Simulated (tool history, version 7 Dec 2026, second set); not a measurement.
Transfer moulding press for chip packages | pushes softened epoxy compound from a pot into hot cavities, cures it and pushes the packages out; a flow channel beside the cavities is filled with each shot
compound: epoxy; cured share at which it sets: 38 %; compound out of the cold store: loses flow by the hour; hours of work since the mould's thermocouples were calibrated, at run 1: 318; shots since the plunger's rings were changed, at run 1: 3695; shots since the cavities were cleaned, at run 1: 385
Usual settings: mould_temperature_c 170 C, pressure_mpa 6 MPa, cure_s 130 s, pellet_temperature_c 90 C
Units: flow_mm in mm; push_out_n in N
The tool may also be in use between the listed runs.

| run | day | mould_temperature_c | pressure_mpa | cure_s | pellet_temperature_c | hours of work since the mould's thermocouples were calibrated | shots since the plunger's rings were changed | shots since the cavities were cleaned | incoming compound's hours out of the cold store | flow_mm | push_out_n |
|---|---|---|---|---|---|---|---|---|---|---|---|
| 1 | 0 | 170 | 6 | 130 | 90 | 318 | 3695 | 385 | 17.3 | 906 | 266 |
| 2 | 0.454 | 170 | 6 | 130 | 90 | 324 | 3785 | 475 | 36.2 | 869 | 268 |
| 3 | 0.725 | 170 | 6 | 130 | 90 | 328 | 3838 | 528 | 36.5 | 878 | 274 |
| 4 | 1.346 | 170 | 6 | 130 | 90 | 337 | 3961 | 651 | 12.4 | 912 | 292 |
| 5 | 1.746 | 170 | 6 | 130 | 99 | 343 | 4040 | 730 | 18.4 | 908 | 290 |
| 6 | 2.117 | 170 | 6.73 | 130 | 90 | 348 | 4113 | 803 | 14.9 | 947 | 298 |
|  | 2.592 | cavities cleaned with cleaning compound and waxed |
| 7 | 2.638 | 170 | 4.61 | 130 | 90 | 355 | 4204 | 9 | 11.5 | 805 | 190 |
| 8 | 2.946 | 170 | 6 | 130 | 90 | 359 | 4265 | 70 | 35.2 | 860 | 198 |
| 9 | 3.496 | 170 | 6 | 130 | 90 | 367 | 4374 | 179 | 27.5 | 889 | 234 |
| 10 | 3.754 | 170 | 6 | 130 | 90 | 371 | 4425 | 230 | 16.9 | 916 | 232 |
|  | 4.096 | plunger's sealing rings changed |
| 11 | 4.221 | 170 | 6 | 130 | 89 | 376 | 25 | 302 | 20.3 | 971 | 247 |
| 12 | 4.521 | 170 | 6 | 130 | 89 | 380 | 84 | 361 | 39 | 927 | 251 |
| 13 | 4.829 | 170 | 6 | 130 | 90 | 385 | 145 | 422 | 33.8 | 925 | 254 |
| 14 | 5.408 | 170 | 6 | 130 | 90 | 393 | 260 | 537 | 12.2 | 962 | 274 |
| 15 | 5.971 | 170 | 6 | 130 | 90 | 401 | 371 | 648 | 27.7 | 922 | 288 |
| 16 | 6.554 | 164 | 5.39 | 112 | 85 | 410 | 487 | 764 | 47.5 | 877 | 515 |
| 17 | 6.9 | 164 | 5.39 | 112 | 85 | 415 | 555 | 832 | 33.2 | 925 | 533 |
|  | 7.229 | cavities cleaned with cleaning compound and waxed |
| 18 | 7.542 | 164 | 5.39 | 112 | 85 | 423 | 669 | 61 | 35.5 | 889 | 362 |
| 19 | 7.892 | 164 | 4.87 | 126 | 100 | 428 | 739 | 131 | 48 | 832 | 280 |
| 20 | 8.479 | 171 | 4.87 | 126 | 93 | 436 | 855 | 247 | 40.7 | 814 | 243 |
| 21 | 9.033 | 170 | 6 | 124 | 93 | 444 | 965 | 357 | 31.1 | 920 | 272 |
| 22 | 9.438 | 163 | 6 | 160 | 87 | 450 | 1045 | 437 | 10.1 | 1001 | 284 |
| 23 | 9.875 | 163 | 6.48 | 160 | 84 | 456 | 1131 | 523 | 31.2 | 981 | 303 |
| 24 | 10.154 | 170 | 6.48 | 160 | 84 | 460 | 1187 | 579 | 8.5 | 1013 | 254 |
| 25 | 10.562 | 163 | 4.94 | 130 | 87 | 466 | 1267 | 659 | 34.3 | 851 | 419 |
| 26 | 11.096 | 163 | 4.94 | 130 | 87 | 474 | 1373 | 765 | 40.8 | 843 | 416 |
| 27 | 11.504 | 163 | 4.94 | 130 | 87 | 480 | 1454 | 846 | 25.9 | 879 | 431 |
|  | 11.779 | cavities cleaned with cleaning compound and waxed |
| 28 | 12.042 | 175 | 6 | 126 | 90 | 487 | 1547 | 52 | 25.9 | 886 | 188 |
| 29 | 12.55 | 177 | 6.4 | 130 | 90 | 494 | 1648 | 153 | 37.4 | 904 | 214 |
| 30 | 13.058 | 176 | 4.85 | 132 | 95 | 501 | 1749 | 254 | 17.4 | 823 | 207 |

3 ways to go on from here, each from the tool as it stands after run 30. What would each give?
| A | 13.425 | 177 | 6 | 130 | 90 | 506 | 1821 | 326 | 9.3 | ? | ? |
| B | 13.425 | 167 | 4.85 | 113 | 94 | 506 | 1821 | 326 | 20.1 | ? | ? |
| C | 13.425 | 176 | 4.85 | 145 | 95 | 506 | 1821 | 326 | 20.5 | ? | ? |

| run | flow_mm | push_out_n |
|---|---|---|
| A | 934 | 221 |
| B | 844 | 363 |
| C | 823 | 224 |
Without the tool's hidden state the same runs would have given:
| run | flow_mm | push_out_n |
|---|---|---|
| A | 961 | 160 |
| B | 869 | 267 |
| C | 847 | 163 |
